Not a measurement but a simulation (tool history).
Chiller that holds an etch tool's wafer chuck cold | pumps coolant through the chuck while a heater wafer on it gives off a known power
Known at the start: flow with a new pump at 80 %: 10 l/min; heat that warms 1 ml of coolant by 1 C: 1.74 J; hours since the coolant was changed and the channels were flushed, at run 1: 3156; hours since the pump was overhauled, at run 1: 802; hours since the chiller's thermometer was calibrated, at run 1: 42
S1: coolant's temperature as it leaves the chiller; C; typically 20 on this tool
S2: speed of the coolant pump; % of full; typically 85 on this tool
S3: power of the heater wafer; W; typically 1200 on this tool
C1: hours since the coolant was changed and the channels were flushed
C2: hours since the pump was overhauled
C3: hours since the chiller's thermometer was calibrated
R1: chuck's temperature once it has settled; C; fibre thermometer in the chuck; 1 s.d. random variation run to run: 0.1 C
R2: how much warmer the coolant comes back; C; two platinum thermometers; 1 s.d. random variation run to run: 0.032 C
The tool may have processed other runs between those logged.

| run | hour | S1 | S2 | S3 | C1 | C2 | C3 | R1 | R2 |
|---|---|---|---|---|---|---|---|---|---|
| 1 | 0.0 | 20 | 85 | 1200 | 3156 | 802 | 42 | 29.2 | 3.92 |
| 2 | 40.9 | 20 | 85 | 1200 | 3197 | 843 | 82 | 29.3 | 3.93 |
| 3 | 86.7 | 20 | 71 | 1200 | 3243 | 889 | 128 | 30.6 | 4.80 |
| 4 | 125.4 | 20 | 71 | 1200 | 3282 | 928 | 167 | 30.6 | 4.76 |
| 5 | 168.0 | 20 | 85 | 1200 | 3324 | 970 | 210 | 29.3 | 4.10 |
| 6 | 189.2 | 20 | 85 | 1200 | 3346 | 991 | 231 | 29.3 | 4.03 |
| 7 | 213.6 | 20 | 85 | 1200 | 3370 | 1016 | 255 | 29.2 | 4.09 |

Run 8, settings as shown, results not yet in. Your forecast:
| 8 | 236.7 | 10 | 65 | 838 | 3393 | 1039 | 278 | ? | ? |

R1: 17.9 C
R2: 3.83 C
Were there no unlogged condition in the tool, this run, its random variation unchanged, would have produced R1 17.9 C, R2 3.60 C.

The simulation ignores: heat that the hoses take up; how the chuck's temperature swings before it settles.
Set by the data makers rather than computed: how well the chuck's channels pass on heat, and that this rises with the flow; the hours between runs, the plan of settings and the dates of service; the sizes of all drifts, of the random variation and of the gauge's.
